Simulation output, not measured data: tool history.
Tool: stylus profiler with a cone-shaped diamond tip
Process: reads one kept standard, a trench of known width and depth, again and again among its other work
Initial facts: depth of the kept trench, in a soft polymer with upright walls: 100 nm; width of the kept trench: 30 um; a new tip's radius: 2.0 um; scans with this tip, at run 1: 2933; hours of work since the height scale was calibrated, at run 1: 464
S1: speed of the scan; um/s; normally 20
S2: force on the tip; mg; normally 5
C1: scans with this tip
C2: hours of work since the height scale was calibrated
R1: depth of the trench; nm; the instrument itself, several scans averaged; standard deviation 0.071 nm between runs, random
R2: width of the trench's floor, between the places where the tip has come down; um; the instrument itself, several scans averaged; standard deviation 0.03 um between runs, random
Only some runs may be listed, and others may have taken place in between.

run 1 day=0 | S1=20 S2=5 | C1=2933 C2=464 | R1=101.56 R2=28.51
run 2 day=1.012 | S1=20 S2=5 | C1=3010 C2=476 | R1=101.48 R2=28.56
run 3 day=1.433 | S1=20 S2=5 | C1=3042 C2=481 | R1=101.54 R2=28.5
run 4 day=2.367 | S1=20 S2=5 | C1=3113 C2=493 | R1=101.51 R2=28.53
run 5 day=3.121 | S1=20 S2=5 | C1=3171 C2=502 | R1=101.47 R2=28.56
run 6 day=4.117 | S1=20 S2=5 | C1=3247 C2=514 | R1=101.55 R2=28.52
run 7 day=4.725 | S1=20 S2=5 | C1=3293 C2=521 | R1=101.48 R2=28.55
run 8 day=5.529 | S1=20 S2=5 | C1=3354 C2=531 | R1=101.56 R2=28.52
run 9 day=6.188 | S1=20 S2=5 | C1=3404 C2=539 | R1=101.42 R2=28.5
run 10 day=6.854 | S1=20 S2=5 | C1=3455 C2=547 | R1=101.46 R2=28.5
run 11 day=7.358 | S1=18 S2=5 | C1=3494 C2=553 | R1=101.54 R2=28.51
run 12 day=7.821 | S1=18 S2=5 | C1=3529 C2=558 | R1=101.4 R2=28.54
run 13 day=8.567 | S1=18 S2=5 | C1=3586 C2=567 | R1=101.49 R2=28.55
run 14 day=9.562 | S1=18 S2=5 | C1=3662 C2=579 | R1=101.56 R2=28.55
run 15 day=10.008 | S1=43 S2=1.76 | C1=3696 C2=585 | R1=100.5 R2=28.24
run 16 day=10.804 | S1=43 S2=1.76 | C1=3756 C2=594 | R1=100.5 R2=28.27
run 17 day=11.55 | S1=50 S2=12.64 | C1=3813 C2=603 | R1=102.95 R2=28.45
run 18 day=12.179 | S1=12 S2=12.41 | C1=3861 C2=611 | R1=102.86 R2=28.59
run 19 day=12.996 | S1=12 S2=9.61 | C1=3923 C2=621 | R1=102.47 R2=28.54
run 20 day=14.017 | S1=12 S2=9.61 | C1=4001 C2=633 | R1=102.31 R2=28.57
run 21 day=14.662 | S1=33 S2=5 | C1=4050 C2=641 | R1=101.45 R2=28.41
run 22 day=15.442 | S1=33 S2=5 | C1=4109 C2=650 | R1=101.41 R2=28.43
run 23 day=16.025 | S1=14 S2=7.28 | C1=4154 C2=657 | R1=102.02 R2=28.53

Run 24, settings as shown, results not yet in. Your forecast:
run 24 day=16.492 | S1=14 S2=1.95 | C1=4190 C2=663 | R1=? R2=?

{"run 24": {"R1": 100.59, "R2": 28.47}}
With no hidden state in the tool, this same run would have given R1 100.92 nm, R2 28.64 um.
